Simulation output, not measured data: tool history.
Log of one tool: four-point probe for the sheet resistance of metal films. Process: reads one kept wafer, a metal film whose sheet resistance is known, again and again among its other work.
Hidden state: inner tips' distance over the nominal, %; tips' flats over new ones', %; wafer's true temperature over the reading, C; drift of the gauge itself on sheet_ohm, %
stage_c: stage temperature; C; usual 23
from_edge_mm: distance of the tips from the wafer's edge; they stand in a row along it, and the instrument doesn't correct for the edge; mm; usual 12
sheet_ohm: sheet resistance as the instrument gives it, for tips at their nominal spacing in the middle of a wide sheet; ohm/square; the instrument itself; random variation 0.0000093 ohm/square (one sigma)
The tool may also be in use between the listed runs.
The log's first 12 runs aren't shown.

run,hour,stage_c,from_edge_mm,touches since the probe head was changed,hours of work since the stage's thermometer was calibrated,sheet_ohm
13,580.6,33,12,9540,2291,0.046604
14,638.7,23,23,12252,2338,0.046860
15,707.4,33,12,15462,2392,0.046592
16,760.7,33,12,17952,2435,0.046571
# hour 799.7: stage's thermometer calibrated
17,839.1,33,12,21591,31,0.046463
18,913.3,32,5,25058,91,0.046675
19,986.4,32,5,28469,149,0.046657
20,1024.2,20,15,30238,179,0.046780

Run 21 comes next. What will it give?
21,1056.2,20,15,31728,205,?

Run 21 gave sheet_ohm 0.046780 ohm/square.
Without the tool's hidden state the same run would have given sheet_ohm 0.046817 ohm/square.
